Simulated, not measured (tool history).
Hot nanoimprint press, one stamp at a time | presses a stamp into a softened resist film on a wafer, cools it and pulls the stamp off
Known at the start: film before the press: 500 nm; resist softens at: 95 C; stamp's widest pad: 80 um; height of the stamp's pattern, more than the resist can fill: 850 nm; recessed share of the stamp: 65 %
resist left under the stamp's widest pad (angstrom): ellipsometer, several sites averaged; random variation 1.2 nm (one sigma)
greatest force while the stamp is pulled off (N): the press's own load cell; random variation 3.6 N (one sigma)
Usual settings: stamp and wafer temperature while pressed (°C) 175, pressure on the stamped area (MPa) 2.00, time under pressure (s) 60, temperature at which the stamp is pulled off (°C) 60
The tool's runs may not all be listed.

| run | hour | stamp and wafer temperature while pressed (°C) | pressure on the stamped area (MPa) | time under pressure (s) | temperature at which the stamp is pulled off (°C) | resist left under the stamp's widest pad (angstrom) | greatest force while the stamp is pulled off (N) |
|---|---|---|---|---|---|---|---|
| 1 | 0.0 | 175 | 2.00 | 60 | 60 | 1834 | 223 |
| 2 | 11.1 | 175 | 2.00 | 60 | 60 | 1828 | 222 |
| 3 | 28.8 | 175 | 2.00 | 60 | 50 | 1835 | 266 |
| 4 | 42.4 | 175 | 2.00 | 66 | 60 | 1767 | 228 |
| 5 | 51.6 | 175 | 2.00 | 49 | 60 | 2022 | 229 |
| 6 | 66.5 | 174 | 2.00 | 60 | 60 | 1876 | 235 |
|  | 82.4 | stamp cleaned and given a new release coat |
| 7 | 82.9 | 174 | 2.00 | 60 | 60 | 1891 | 170 |
| 8 | 104.2 | 174 | 2.00 | 60 | 60 | 1913 | 179 |
| 9 | 117.2 | 174 | 2.00 | 60 | 60 | 1933 | 172 |
| 10 | 133.3 | 174 | 2.00 | 60 | 60 | 1916 | 181 |
| 11 | 150.7 | 187 | 1.49 | 60 | 60 | 1543 | 185 |

Some steps in resist left under the stamp's widest pad (angstrom) between neighbouring runs. How much of each would the tool show without its hidden state too (settings, what came in, random variation), and how much is left for the hidden state, with any gauge scatter that isn't in both results?
The hidden state here: true temperature over the reading, C; pressure that arrives at the usual setting, %; grip of the stamp's worn release coat, % over a new coat's; drift of the gauge itself on residual_nm, %; drift of the gauge itself on pull_off_n, %.
Run 10 -> 11: stamp and wafer temperature while pressed (°C) 174 -> 187, pressure on the stamped area (MPa) 2.00 -> 1.49. resist left under the stamp's widest pad (angstrom) -373: hidden state -20, all else -353.
